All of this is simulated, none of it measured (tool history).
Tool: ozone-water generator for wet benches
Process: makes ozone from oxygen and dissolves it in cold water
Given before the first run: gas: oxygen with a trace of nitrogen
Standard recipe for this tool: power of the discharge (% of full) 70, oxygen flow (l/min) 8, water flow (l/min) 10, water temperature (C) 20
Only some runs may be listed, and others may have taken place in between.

| run | hour | power of the discharge (% of full) | oxygen flow (l/min) | water flow (l/min) | water temperature (C) | dissolved ozone (ppm) | ozone in the gas ahead of the water (g/m3) |
|---|---|---|---|---|---|---|---|
| 1 | 0 | 70 | 8 | 10 | 20 | 24.1 | 141.8 |
| 2 | 63.3 | 70 | 8 | 10 | 20 | 24.1 | 141.3 |
| 3 | 196.7 | 55 | 8 | 10 | 20 | 20.9 | 122.3 |
| 4 | 274.7 | 79 | 8 | 10 | 20 | 25.6 | 150.6 |
| 5 | 371.2 | 79 | 8 | 10 | 20 | 25.9 | 151.1 |
| 6 | 457.8 | 70 | 8 | 10 | 20 | 23.9 | 140.3 |
| 7 | 518 | 43 | 8 | 10 | 20 | 18 | 105.7 |
| 8 | 578.6 | 43 | 8.69 | 10 | 20 | 17.4 | 100.2 |
| 9 | 669.9 | 55 | 8 | 10 | 20 | 20.4 | 121.5 |
|  | 721.5 | water thermometer calibrated |
| 10 | 767.3 | 70 | 12.37 | 10 | 20 | 19 | 105.8 |
| 11 | 837.5 | 70 | 12.37 | 10 | 20 | 19.1 | 104.1 |
| 12 | 938.3 | 70 | 12.37 | 10 | 20 | 18.9 | 104.5 |
|  | 999.4 | water thermometer calibrated, once more |
| 13 | 1056.7 | 70 | 12.37 | 10 | 20 | 19.6 | 104 |
| 14 | 1169.8 | 49 | 8 | 10 | 20 | 19 | 114.2 |
| 15 | 1275.1 | 49 | 8 | 10 | 20 | 19 | 113.7 |
| 16 | 1393.5 | 49 | 8 | 10 | 20 | 19 | 111.6 |
| 17 | 1499.1 | 49 | 8 | 10 | 20 | 19.1 | 112.9 |
| 18 | 1564.5 | 45 | 8 | 12 | 20 | 16.3 | 106.1 |
| 19 | 1652.3 | 42 | 12.73 | 10 | 20 | 14.2 | 76.1 |
| 20 | 1738.2 | 42 | 12.73 | 10 | 20 | 14.1 | 75.6 |
| 21 | 1833.2 | 70 | 11.44 | 10 | 24 | 17.7 | 107 |
| 22 | 1905.7 | 70 | 11.44 | 10 | 24 | 17.6 | 107.3 |
| 23 | 1984 | 70 | 4.26 | 7 | 24 | 31.7 | 207.2 |
| 24 | 2076.8 | 70 | 8 | 10 | 17 | 24.3 | 135.4 |
| 25 | 2208.6 | 70 | 8 | 10 | 17 | 23.9 | 133.7 |
| 26 | 2334.4 | 70 | 9.19 | 10 | 16 | 23.4 | 121.6 |
| 27 | 2467.6 | 70 | 6.66 | 10 | 19 | 24.3 | 150.8 |
| 28 | 2571.5 | 99 | 4.33 | 15 | 22 | 23.1 | 240.1 |
| 29 | 2638.6 | 51 | 6.97 | 10 | 12 | 23.2 | 122.9 |
| 30 | 2717.2 | 70 | 8 | 15 | 15 | 18.8 | 132.5 |
| 31 | 2816.3 | 70 | 8 | 15 | 15 | 18.7 | 130.2 |
| 32 | 2943 | 70 | 8.13 | 10 | 14 | 24.8 | 131.2 |
|  | 2969.9 | contactor cleaned |
| 33 | 3066.9 | 70 | 8.13 | 10 | 14 | 25.4 | 129.3 |

Each row is a separate what-if for the run after 33, all from the same tool condition, not one after another. Results?
| A | 3185 | 64 | 8.13 | 10 | 14 | ? | ? |
| B | 3185 | 89 | 8.13 | 7 | 23 | ? | ? |
| C | 3185 | 46 | 8.13 | 10 | 14 | ? | ? |
| D | 3185 | 47 | 8 | 15 | 19 | ? | ? |

| run | dissolved ozone (ppm) | ozone in the gas ahead of the water (g/m3) |
|---|---|---|
| A | 24.5 | 123.2 |
| B | 27.6 | 147.9 |
| C | 20.3 | 103.7 |
| D | 14.6 | 106.8 |
With no hidden state in the tool, these same runs would have given:
| run | dissolved ozone (ppm) | ozone in the gas ahead of the water (g/m3) |
|---|---|---|
| A | 29.4 | 146 |
| B | 34.2 | 181.1 |
| C | 23.5 | 118.5 |
| D | 16.9 | 122.3 |

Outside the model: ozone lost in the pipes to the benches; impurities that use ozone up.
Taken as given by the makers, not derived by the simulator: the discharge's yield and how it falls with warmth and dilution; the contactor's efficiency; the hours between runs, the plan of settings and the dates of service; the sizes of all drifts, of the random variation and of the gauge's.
